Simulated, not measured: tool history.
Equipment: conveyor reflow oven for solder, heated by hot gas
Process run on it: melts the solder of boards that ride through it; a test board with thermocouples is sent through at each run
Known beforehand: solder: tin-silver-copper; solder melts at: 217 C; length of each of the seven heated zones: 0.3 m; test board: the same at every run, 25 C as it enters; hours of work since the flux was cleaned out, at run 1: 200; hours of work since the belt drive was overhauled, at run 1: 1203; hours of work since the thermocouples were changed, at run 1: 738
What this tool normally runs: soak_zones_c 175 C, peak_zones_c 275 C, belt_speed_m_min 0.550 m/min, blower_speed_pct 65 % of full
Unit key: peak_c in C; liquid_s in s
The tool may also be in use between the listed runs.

run	hour	soak_zones_c	peak_zones_c	belt_speed_m_min	blower_speed_pct	hours of work since the flux was cleaned out	hours of work since the belt drive was overhauled	hours of work since the thermocouples were changed	peak_c	liquid_s
1	0.0	175	275	0.550	65	200	1203	738	261.6	55.9
# hour 40.5: flux residue cleaned out of gas plates and filters
2	48.6	175	275	0.550	65	6	1235	769	262.9	57.4
3	86.2	175	275	0.550	65	33	1262	796	263.3	57.7
4	125.3	175	275	0.550	65	61	1290	824	263.1	57.1
5	148.3	175	275	0.550	65	77	1306	840	262.8	58.0
6	190.7	175	275	0.550	65	108	1336	871	263.6	57.4
7	212.2	175	275	0.550	65	123	1352	886	264.1	57.0
8	250.3	175	275	0.550	65	150	1379	914	263.1	57.5
9	288.5	175	275	0.550	65	178	1407	941	263.5	57.1
10	312.0	175	275	0.550	58	195	1423	958	261.6	56.6
# hour 357.8: flux residue cleaned out of gas plates and filters
11	357.8	175	275	0.550	58	0	1453	987	262.7	57.4
12	401.6	175	275	0.550	65	31	1484	1019	263.8	57.9
13	454.6	175	275	0.550	65	69	1522	1056	263.6	58.0
14	505.8	175	275	0.550	65	106	1559	1093	263.8	58.5
# hour 540.2: thermocouples of zones 6 and 7 changed
15	553.5	175	275	0.550	65	139	1592	10	259.8	56.1
16	605.0	184	269	0.570	65	176	1628	46	255.3	53.4
17	652.8	184	269	0.570	65	210	1663	81	254.9	54.8
# hour 678.1: flux residue cleaned out of gas plates and filters
18	696.9	184	269	0.570	65	14	1691	109	256.4	55.7
19	728.2	171	281	0.468	74	36	1713	131	272.1	71.9

Expected results for the next run?
# hour 771.3: belt drive overhauled, speed set with a stopwatch
20	774.5	175	275	0.550	88	66	2	162	?	?

Run 20 came out at peak_c 263.9 C, liquid_s 56.1 s.
Had the tool carried no hidden state, the very same run would have given peak_c 263.7 C, liquid_s 56.2 s.

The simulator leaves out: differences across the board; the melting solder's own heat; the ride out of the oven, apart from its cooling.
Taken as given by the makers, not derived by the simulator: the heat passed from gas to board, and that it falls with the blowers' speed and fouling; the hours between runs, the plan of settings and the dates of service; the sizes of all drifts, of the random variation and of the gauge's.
